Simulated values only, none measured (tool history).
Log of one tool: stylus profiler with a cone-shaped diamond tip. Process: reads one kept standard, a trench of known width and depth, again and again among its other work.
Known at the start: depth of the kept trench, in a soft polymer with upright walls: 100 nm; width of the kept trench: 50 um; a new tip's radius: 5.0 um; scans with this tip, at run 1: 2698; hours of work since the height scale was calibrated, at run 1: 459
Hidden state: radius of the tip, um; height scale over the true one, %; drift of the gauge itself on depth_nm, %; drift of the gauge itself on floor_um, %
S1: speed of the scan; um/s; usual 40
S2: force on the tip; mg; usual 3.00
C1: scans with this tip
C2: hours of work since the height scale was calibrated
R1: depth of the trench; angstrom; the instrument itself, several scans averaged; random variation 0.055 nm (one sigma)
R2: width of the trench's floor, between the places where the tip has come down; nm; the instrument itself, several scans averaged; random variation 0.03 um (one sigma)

run 1 day=0.000 | S1=40 S2=3.00 | C1=2698 C2=459 | R1=1006.9 R2=47730
run 2 day=0.688 | S1=40 S2=3.00 | C1=2749 C2=468 | R1=1007.5 R2=47720
run 3 day=1.088 | S1=40 S2=4.47 | C1=2779 C2=473 | R1=1009.6 R2=47730
run 4 day=1.533 | S1=40 S2=4.47 | C1=2812 C2=478 | R1=1008.9 R2=47730
run 5 day=2.083 | S1=40 S2=4.47 | C1=2852 C2=485 | R1=1009.0 R2=47680
run 6 day=2.667 | S1=40 S2=2.26 | C1=2896 C2=493 | R1=1005.8 R2=47640
run 7 day=3.025 | S1=40 S2=2.26 | C1=2923 C2=497 | R1=1006.8 R2=47620
run 8 day=3.650 | S1=40 S2=2.26 | C1=2969 C2=505 | R1=1005.9 R2=47690
run 9 day=4.142 | S1=40 S2=2.26 | C1=3006 C2=511 | R1=1005.5 R2=47610
run 10 day=4.871 | S1=40 S2=2.26 | C1=3060 C2=521 | R1=1006.5 R2=47640
run 11 day=5.658 | S1=29 S2=5.51 | C1=3118 C2=531 | R1=1010.9 R2=47710
run 12 day=6.054 | S1=29 S2=5.51 | C1=3148 C2=536 | R1=1010.5 R2=47780
run 13 day=6.833 | S1=132 S2=1.59 | C1=3205 C2=545 | R1=1004.5 R2=47050
run 14 day=7.517 | S1=132 S2=1.59 | C1=3256 C2=554 | R1=1005.7 R2=47070
run 15 day=7.996 | S1=28 S2=4.94 | C1=3292 C2=560 | R1=1010.1 R2=47780
run 16 day=8.729 | S1=40 S2=2.26 | C1=3346 C2=569 | R1=1007.1 R2=47680
run 17 day=9.238 | S1=12 S2=3.00 | C1=3384 C2=576 | R1=1007.7 R2=47790

Forecast each of these 4 alternatives for the next run:
run A day=9.625 | S1=117 S2=3.00 | C1=3413 C2=581 | R1=? R2=?
run B day=9.625 | S1=40 S2=2.17 | C1=3413 C2=581 | R1=? R2=?
run C day=9.625 | S1=12 S2=2.07 | C1=3413 C2=581 | R1=? R2=?
run D day=9.625 | S1=12 S2=4.09 | C1=3413 C2=581 | R1=? R2=?

run=A R1=1007.7 R2=47260
run=B R1=1006.8 R2=47640
run=C R1=1006.6 R2=47710
run=D R1=1009.3 R2=47800
Without the tool's hidden state the same runs would have given:
run=A R1=1006.6 R2=47450
run=B R1=1005.7 R2=47830
run=C R1=1005.5 R2=47900
run=D R1=1008.2 R2=47990
